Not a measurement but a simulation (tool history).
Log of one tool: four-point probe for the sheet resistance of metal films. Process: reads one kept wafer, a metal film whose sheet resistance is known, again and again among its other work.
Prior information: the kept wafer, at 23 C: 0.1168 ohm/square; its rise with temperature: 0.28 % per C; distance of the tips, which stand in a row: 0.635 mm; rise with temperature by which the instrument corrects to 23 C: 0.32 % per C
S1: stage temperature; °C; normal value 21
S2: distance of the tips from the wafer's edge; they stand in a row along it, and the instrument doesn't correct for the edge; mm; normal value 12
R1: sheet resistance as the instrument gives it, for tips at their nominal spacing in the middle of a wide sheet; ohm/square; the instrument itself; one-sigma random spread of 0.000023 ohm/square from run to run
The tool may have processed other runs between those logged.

run,hour,S1,S2,R1
1,0.0,21,12,0.117127
2,10.5,21,12,0.117060
3,29.1,21,12,0.117108
4,40.3,21,12,0.117090
5,52.9,34,12,0.116375
6,62.0,34,12,0.116396
7,82.1,34,12,0.116344
8,91.2,21,12,0.117059
9,111.2,27,12,0.116725
10,124.1,21,12,0.117037
11,137.4,21,11,0.117104
12,146.8,21,11,0.117084
13,160.5,23,12,0.116901
14,171.8,23,12,0.116920
15,188.0,23,12,0.116911
16,203.0,21,22,0.116891
17,218.0,32,9,0.116552
18,228.5,18,12,0.117216
19,241.4,20,28,0.116933
20,261.4,29,5,0.117367
21,277.6,29,5,0.117424
22,292.8,29,5,0.117394
23,305.2,27,9,0.116834
24,325.3,27,9,0.116821
25,341.9,25,7,0.117113
26,362.8,24,7,0.117196
27,379.8,23,22,0.116721
28,395.7,30,36,0.116318
29,415.2,22,40,0.116753
30,429.2,30,30,0.116302

Selected run-to-run steps in R1, each split into two signed amounts: the part the tool would show with no hidden state at all (from settings, incoming material and random variation), and the remainder, which goes to the hidden state together with any gauge scatter not common to the measured and the hidden-state-free results:
Hidden state present: inner tips' distance over the nominal, %; tips' flats over new ones', %; wafer's true temperature over the reading, C; drift of the gauge itself on sheet_ohm, %.
Run 2 -> 3: no setting touched and nothing written in the log between the runs. R1 +0.000048 ohm/square: hidden state -0.000005, all else +0.000053.
Run 4 -> 5: S1 21 -> 34. R1 -0.000715 ohm/square: hidden state -0.000005, all else -0.000710.
Run 7 -> 8: S1 34 -> 21. R1 +0.000715 ohm/square: hidden state -0.000003, all else +0.000718.
Run 17 -> 18: S1 32 -> 18, S2 9 -> 12. R1 +0.000664 ohm/square: hidden state -0.000004, all else +0.000668.
Run 19 -> 20: S1 20 -> 29, S2 28 -> 5. R1 +0.000434 ohm/square: hidden state -0.000007, all else +0.000441.
Run 25 -> 26: S1 25 -> 24. R1 +0.000083 ohm/square: hidden state -0.000006, all else +0.000089.

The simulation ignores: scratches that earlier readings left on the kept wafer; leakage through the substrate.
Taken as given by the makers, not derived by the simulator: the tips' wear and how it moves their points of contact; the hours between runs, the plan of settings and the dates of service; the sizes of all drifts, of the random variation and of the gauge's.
